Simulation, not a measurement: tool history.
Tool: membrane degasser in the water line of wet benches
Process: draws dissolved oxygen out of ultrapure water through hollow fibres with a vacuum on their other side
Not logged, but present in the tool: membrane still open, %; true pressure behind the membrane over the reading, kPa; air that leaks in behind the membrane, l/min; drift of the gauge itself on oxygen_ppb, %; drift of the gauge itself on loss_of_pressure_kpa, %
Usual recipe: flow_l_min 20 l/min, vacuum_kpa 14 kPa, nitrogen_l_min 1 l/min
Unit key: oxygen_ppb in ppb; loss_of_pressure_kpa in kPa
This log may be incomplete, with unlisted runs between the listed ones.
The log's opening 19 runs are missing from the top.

run      day  flow_l_min  vacuum_kpa  nitrogen_l_min  hours since the membrane was changed  hours since the vacuum gauge was calibrated  hours since the vacuum lines were made tight  oxygen_ppb  loss_of_pressure_kpa
 20  114.792          18        29.7            1.86                                   514                                         3182                                          2751       573.3                 60.55
 21  119.846          18        25.3            0.46                                   635                                         3303                                          2872      1482.5                 60.58
 22  126.896          12        13.1               1                                   805                                         3472                                          3042       268.3                 40.55
 23  134.633          25        28.5               1                                   990                                         3658                                          3227      1216.7                 84.02
 24  141.817          25        28.5               1                                  1163                                         3830                                          3400      1199.7                 83.41
 25  149.375          25        28.5               1                                  1344                                         4012                                          3581      1209.1                 84.01
 26  152.975          19        28.5            2.21                                  1430                                         4098                                          3667       488.6                 63.67
 27  159.788          19        28.5            2.21                                  1594                                         4262                                          3831       488.3                 64.03
 28  165.379          21         9.7               1                                  1728                                         4396                                          3965       299.9                 70.47
 29  169.346          21        23.3            0.91                                  1823                                         4491                                          4060       909.4                 70.57
 30  175.467          20        15.1            0.93                                  1970                                         4638                                          4207       530.9                 66.97
 31  180.429          25        14.3            0.65                                  2089                                         4757                                          4326       801.4                 83.88

3 options for the next run, each taken on its own from the tool as it stands now. Forecast them:
     181.638  -- seals of the vacuum lines changed
  A  185.204          24          16               1                                  2202                                         4869                                            86           ?                     ?
     181.638  -- seals of the vacuum lines changed
  B  185.204          12        16.6               1                                  2202                                         4869                                            86           ?                     ?
     181.638  -- seals of the vacuum lines changed
  C  185.204          25        10.5            1.19                                  2202                                         4869                                            86           ?                     ?

run  oxygen_ppb  loss_of_pressure_kpa
  A       631.8                 80.51
  B       354.4                 40.37
  C       348.7                 84.31
Stripped of hidden state, with their random variation kept, the same runs would have yielded:
run  oxygen_ppb  loss_of_pressure_kpa
  A       644.2                  80.5
  B       361.3                 40.36
  C       355.4                 84.29
